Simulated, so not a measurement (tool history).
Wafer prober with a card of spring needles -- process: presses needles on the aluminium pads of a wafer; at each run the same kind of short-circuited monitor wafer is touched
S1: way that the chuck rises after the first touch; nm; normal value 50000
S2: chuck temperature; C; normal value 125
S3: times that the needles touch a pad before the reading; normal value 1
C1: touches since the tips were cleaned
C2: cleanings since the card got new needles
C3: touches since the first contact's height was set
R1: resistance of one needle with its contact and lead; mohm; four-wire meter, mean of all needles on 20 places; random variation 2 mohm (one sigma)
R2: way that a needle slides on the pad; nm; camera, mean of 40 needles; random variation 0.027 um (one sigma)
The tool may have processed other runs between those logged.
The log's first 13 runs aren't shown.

-- hour=293.2 tips cleaned on abrasive film
-- hour=293.5 height of the first contact set anew
run 14 hour=306.7 | S1=50000 S2=125 S3=1 | C1=4016 C2=63 C3=4016 | R1=315 R2=12230
-- hour=313.8 tips cleaned on abrasive film
run 15 hour=322.8 | S1=50000 S2=125 S3=1 | C1=2751 C2=64 C3=8923 | R1=307 R2=12200
-- hour=335 tips cleaned on abrasive film
run 16 hour=348.8 | S1=50000 S2=125 S3=1 | C1=4213 C2=65 C3=16827 | R1=318 R2=12190
-- hour=356.9 tips cleaned on abrasive film
run 17 hour=372.9 | S1=54000 S2=125 S3=2 | C1=4899 C2=66 C3=24152 | R1=269 R2=13150
-- hour=376.7 tips cleaned on abrasive film
run 18 hour=395 | S1=53000 S2=72 S3=1 | C1=5581 C2=67 C3=30856 | R1=312 R2=12850
-- hour=397.7 tips cleaned on abrasive film
run 19 hour=416.1 | S1=53000 S2=72 S3=1 | C1=5604 C2=68 C3=37269 | R1=317 R2=12790
-- hour=418.4 tips cleaned on abrasive film
-- hour=438.1 tips cleaned on abrasive film
run 20 hour=438.1 | S1=31000 S2=99 S3=1 | C1=0 C2=70 C3=43945 | R1=255 R2=7360
-- hour=458.3 tips cleaned on abrasive film
run 21 hour=458.3 | S1=31000 S2=91 S3=1 | C1=0 C2=71 C3=50076 | R1=244 R2=7410
run 22 hour=476.1 | S1=44000 S2=125 S3=2 | C1=5432 C2=71 C3=55508 | R1=305 R2=10600
-- hour=479.3 tips cleaned on abrasive film
-- hour=499.2 tips cleaned on abrasive film
run 23 hour=501.9 | S1=50000 S2=125 S3=2 | C1=813 C2=73 C3=63319 | R1=239 R2=12030
-- hour=520.7 tips cleaned on abrasive film
run 24 hour=529.6 | S1=50000 S2=119 S3=2 | C1=2721 C2=74 C3=71742 | R1=267 R2=11950
-- hour=541.8 tips cleaned on abrasive film
run 25 hour=547.5 | S1=54000 S2=26 S3=2 | C1=1739 C2=75 C3=77199 | R1=236 R2=13030

What will run 26 give?
-- hour=562 tips cleaned on abrasive film
run 26 hour=575.4 | S1=54000 S2=26 S3=1 | C1=4075 C2=76 C3=85666 | R1=? R2=?

R1: 302 mohm
R2: 12920 nm
On a tool with no hidden condition, and with the same random variation, this run would have come out at R1 192 mohm, R2 13180 nm.
